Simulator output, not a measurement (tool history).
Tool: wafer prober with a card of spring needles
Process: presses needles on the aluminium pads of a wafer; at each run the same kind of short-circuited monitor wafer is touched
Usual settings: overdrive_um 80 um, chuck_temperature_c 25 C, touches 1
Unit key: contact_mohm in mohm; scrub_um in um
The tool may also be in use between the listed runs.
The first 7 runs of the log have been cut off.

run,hour,overdrive_um,chuck_temperature_c,touches,contact_mohm,scrub_um
8,58.9,80,25,1,256,11.11
# hour 61.9: tips cleaned on abrasive film
9,67.7,80,25,1,252,11.12
10,75.4,80,44,1,260,11.14
11,84.5,80,25,1,257,11.16
# hour 88.1: tips cleaned on abrasive film
12,92.3,80,25,1,253,11.18
13,103.9,79,25,1,256,11.04
# hour 115.1: tips cleaned on abrasive film
14,116.8,80,25,1,251,11.15
15,122.1,80,38,1,259,11.25
16,130.6,80,38,1,263,11.21
17,140,80,38,1,258,11.21
# hour 141.7: tips cleaned on abrasive film
18,146.5,80,55,1,259,11.22
19,159.2,79,25,2,252,11.11
# hour 161.3: gauge calibrated
20,166.5,79,25,2,254,10.93
# hour 168.3: tips cleaned on abrasive film
21,174.4,64,25,3,255,8.84
22,184.8,74,94,2,271,10.28
23,191,74,94,2,272,10.27
# hour 195.1: tips cleaned on abrasive film
24,204.2,81,25,2,251,11.28
25,215.3,70,114,2,280,9.74
# hour 221.7: tips cleaned on abrasive film
26,222.3,97,39,1,256,13.46
27,233.5,97,39,3,256,13.53
28,245.6,80,101,3,278,11.18

Expected results for the next run?
# hour 248.1: tips cleaned on abrasive film
29,253.7,86,40,2,?,?

Run 29 yielded contact_mohm 259 mohm, scrub_um 12 um.
Take away the tool's hidden state, keep the run-to-run variation as it was, and the same run would have given contact_mohm 259 mohm, scrub_um 11.88 um.
